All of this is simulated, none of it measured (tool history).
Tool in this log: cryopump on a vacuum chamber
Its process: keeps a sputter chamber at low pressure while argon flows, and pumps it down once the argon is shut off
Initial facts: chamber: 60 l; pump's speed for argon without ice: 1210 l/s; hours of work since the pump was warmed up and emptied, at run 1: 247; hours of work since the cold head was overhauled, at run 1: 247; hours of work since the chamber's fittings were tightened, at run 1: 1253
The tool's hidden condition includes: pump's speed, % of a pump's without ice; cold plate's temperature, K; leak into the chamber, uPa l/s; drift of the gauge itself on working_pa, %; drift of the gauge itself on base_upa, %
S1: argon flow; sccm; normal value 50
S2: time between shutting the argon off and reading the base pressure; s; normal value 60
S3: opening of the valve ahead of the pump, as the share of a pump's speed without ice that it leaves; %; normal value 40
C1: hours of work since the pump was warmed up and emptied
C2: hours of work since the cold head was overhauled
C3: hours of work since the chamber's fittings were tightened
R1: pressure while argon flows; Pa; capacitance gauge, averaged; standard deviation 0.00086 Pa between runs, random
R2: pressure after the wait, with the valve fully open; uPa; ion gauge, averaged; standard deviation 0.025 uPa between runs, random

run 1 hour=0 | S1=50 S2=60 S3=40 | C1=247 C2=247 C3=1253 | R1=0.1791 R2=2.03
run 2 hour=22.4 | S1=50 S2=60 S3=40 | C1=266 C2=266 C3=1272 | R1=0.1803 R2=2.11
run 3 hour=56.1 | S1=50 S2=60 S3=40 | C1=293 C2=293 C3=1300 | R1=0.1796 R2=2.04
run 4 hour=95.7 | S1=50 S2=60 S3=40 | C1=326 C2=326 C3=1333 | R1=0.1792 R2=2.07
run 5 hour=131.8 | S1=50 S2=60 S3=40 | C1=356 C2=356 C3=1363 | R1=0.1815 R2=2.07
run 6 hour=170.9 | S1=50 S2=60 S3=40 | C1=389 C2=389 C3=1395 | R1=0.1827 R2=2.05
run 7 hour=198.8 | S1=50 S2=60 S3=40 | C1=412 C2=412 C3=1418 | R1=0.1819 R2=2.11
run 8 hour=221.8 | S1=50 S2=60 S3=40 | C1=431 C2=431 C3=1437 | R1=0.1818 R2=2.05
run 9 hour=257 | S1=50 S2=126 S3=40 | C1=460 C2=460 C3=1467 | R1=0.1822 R2=1.23
run 10 hour=283.7 | S1=50 S2=126 S3=40 | C1=482 C2=482 C3=1489 | R1=0.1817 R2=1.22
run 11 hour=320.8 | S1=50 S2=75 S3=40 | C1=513 C2=513 C3=1520 | R1=0.185 R2=1.74
run 12 hour=351.2 | S1=50 S2=75 S3=40 | C1=538 C2=538 C3=1545 | R1=0.1832 R2=1.8
run 13 hour=383.8 | S1=50 S2=75 S3=40 | C1=566 C2=566 C3=1572 | R1=0.1848 R2=1.79
run 14 hour=403.9 | S1=50 S2=75 S3=40 | C1=582 C2=582 C3=1589 | R1=0.1852 R2=1.78
run 15 hour=429.4 | S1=50 S2=75 S3=40 | C1=603 C2=603 C3=1610 | R1=0.1867 R2=1.8
run 16 hour=448.3 | S1=50 S2=74 S3=45 | C1=619 C2=619 C3=1626 | R1=0.1654 R2=1.82
run 17 hour=489.5 | S1=50 S2=28 S3=53 | C1=653 C2=653 C3=1660 | R1=0.1427 R2=3.97
run 18 hour=512 | S1=50 S2=136 S3=51 | C1=672 C2=672 C3=1678 | R1=0.1487 R2=1.25
run 19 hour=553.9 | S1=50 S2=176 S3=40 | C1=707 C2=707 C3=1713 | R1=0.189 R2=1.05
run 20 hour=593 | S1=50 S2=106 S3=40 | C1=739 C2=739 C3=1746 | R1=0.1896 R2=1.42
run 21 hour=611.8 | S1=38 S2=60 S3=26 | C1=755 C2=755 C3=1761 | R1=0.2166 R2=2.19
run 22 hour=648 | S1=38 S2=60 S3=26 | C1=785 C2=785 C3=1791 | R1=0.2164 R2=2.22
run 23 hour=677.7 | S1=38 S2=60 S3=26 | C1=810 C2=810 C3=1816 | R1=0.2176 R2=2.15
run 24 hour=697.7 | S1=45 S2=48 S3=19 | C1=826 C2=826 C3=1833 | R1=0.3454 R2=2.59
run 25 hour=719.9 | S1=35 S2=21 S3=22 | C1=845 C2=845 C3=1851 | R1=0.2343 R2=5.26
-- hour=731.6 pump warmed up, emptied and cooled again
run 26 hour=756.3 | S1=50 S2=63 S3=40 | C1=21 C2=871 C3=1877 | R1=0.1759 R2=2.03
run 27 hour=793 | S1=50 S2=54 S3=40 | C1=51 C2=901 C3=1907 | R1=0.176 R2=2.35
run 28 hour=812.7 | S1=22 S2=60 S3=28 | C1=67 C2=917 C3=1924 | R1=0.1103 R2=2.14
run 29 hour=854.3 | S1=73 S2=24 S3=21 | C1=102 C2=952 C3=1958 | R1=0.4894 R2=4.59

Pick out some run-to-run changes in R1. Of each, how much would a tool without hidden state show as well, from the settings, what came in and chance, and how much is left for the hidden state and any gauge scatter not in both results compared?
Run 20 -> 21: S1 50 -> 38, S2 106 -> 60, S3 40 -> 26. R1 +0.027 Pa: hidden state -0.003, all else +0.03.
Run 23 -> 24: S1 38 -> 45, S2 60 -> 48, S3 26 -> 19. R1 +0.1278 Pa: hidden state +0.0026, all else +0.1252.
Run 25 -> 26: S1 35 -> 50, S2 21 -> 63, S3 22 -> 40, pump warmed up, emptied and cooled again. R1 -0.0584 Pa: hidden state -0.0108, all else -0.0476.
Run 28 -> 29: S1 22 -> 73, S2 60 -> 24, S3 28 -> 21. R1 +0.3791 Pa: hidden state +0.0027, all else +0.3764.
